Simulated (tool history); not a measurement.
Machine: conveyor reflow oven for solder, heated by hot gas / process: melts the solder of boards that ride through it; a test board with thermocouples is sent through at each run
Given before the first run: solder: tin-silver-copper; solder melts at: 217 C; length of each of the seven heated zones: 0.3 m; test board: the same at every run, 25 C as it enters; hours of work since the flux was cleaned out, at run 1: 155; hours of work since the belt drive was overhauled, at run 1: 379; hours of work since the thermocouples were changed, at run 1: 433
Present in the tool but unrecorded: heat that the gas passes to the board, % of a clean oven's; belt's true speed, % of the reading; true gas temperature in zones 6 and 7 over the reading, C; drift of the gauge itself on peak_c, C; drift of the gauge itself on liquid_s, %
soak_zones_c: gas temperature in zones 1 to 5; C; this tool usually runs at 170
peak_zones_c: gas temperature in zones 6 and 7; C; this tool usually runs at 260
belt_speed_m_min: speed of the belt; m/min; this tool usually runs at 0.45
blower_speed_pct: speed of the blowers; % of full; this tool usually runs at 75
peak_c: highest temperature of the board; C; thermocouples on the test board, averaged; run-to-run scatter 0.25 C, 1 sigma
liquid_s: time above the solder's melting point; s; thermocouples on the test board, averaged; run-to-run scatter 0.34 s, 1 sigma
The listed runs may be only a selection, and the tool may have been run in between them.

run     day  soak_zones_c  peak_zones_c  belt_speed_m_min  blower_speed_pct  hours of work since the flux was cleaned out  hours of work since the belt drive was overhauled  hours of work since the thermocouples were changed  peak_c  liquid_s
  1       0           170           260              0.45                75                                           155                                                379                                                 433     243      50.2
  2   0.692           170           260              0.45                53                                           165                                                388                                                 443   238.5      43.6
  3   1.838           170           260              0.45                53                                           181                                                404                                                 459   238.4      43.6
  4   2.879           170           260              0.45                53                                           195                                                419                                                 473   238.5      43.2
  5   4.225           158           260              0.45                53                                           214                                                437                                                 492   234.6      35.3
  6   5.579           158           260              0.45                53                                           232                                                456                                                 510   234.9      35.6
      5.792  -- thermocouples of zones 6 and 7 changed
  7   6.671           158           260              0.45                53                                           246                                                470                                                  12   235.6      36.2
  8   7.679           158           260              0.45                53                                           260                                                484                                                  26   235.6      35.2
  9    9.15           158           260              0.45                53                                           280                                                504                                                  46   235.3        36
 10  10.625           170           260              0.45                75                                           301                                                524                                                  67   242.1      48.8
 11  11.704           170           260              0.45                75                                           315                                                539                                                  81   242.1      48.5
 12    13.1           170           251              0.45                75                                           335                                                558                                                 101   234.2      39.6
 13  14.358           170           251              0.45                75                                           352                                                576                                                 118   233.8      39.1
 14  15.279           170           251              0.45                75                                           365                                                588                                                 131   233.3      38.3
 15  16.333           171           260              0.45                75                                           379                                                603                                                 145     241      48.9
 16  17.575           171           261             0.461                75                                           396                                                620                                                 162   241.1      46.9
 17  18.867           169           262             0.455                80                                           414                                                638                                                 180   242.1      48.7
     20.242  -- flux residue cleaned out of gas plates and filters
 18  20.629           178           267              0.42                85                                             5                                                659                                                 202   254.9      69.9
 19  21.558           178           267              0.42                85                                            18                                                672                                                 214   255.2      70.2
 20  22.296           183           268              0.45                86                                            28                                                682                                                 225   254.7      66.8
 21  23.171           166           273             0.464                75                                            40                                                694                                                 237   253.3      57.3
 22  24.704           166           273             0.464                75                                            62                                                715                                                 258   253.4        57
 23  26.238           170           252             0.446                75                                            83                                                736                                                 279   237.1      45.8
 24  27.571           171           252             0.446                75                                           101                                                755                                                 297     237      46.4
 25  28.475           171           263             0.441                82                                           113                                                767                                                 310   247.6      58.2
 26  29.221           171           258             0.441                82                                           124                                                777                                                 320     243        54
 27  29.908           171           258             0.441                82                                           133                                                787                                                 329   242.9      54.2

The next listed run, before its measurement:
 28  31.379           170           255              0.45                66                                           153                                                807                                                 350       ?         ?

peak_c: 237.2 C
liquid_s: 43.8 s
Minus the tool's unlogged condition, the same run would have read peak_c 238.8 C, liquid_s 45.1 s.
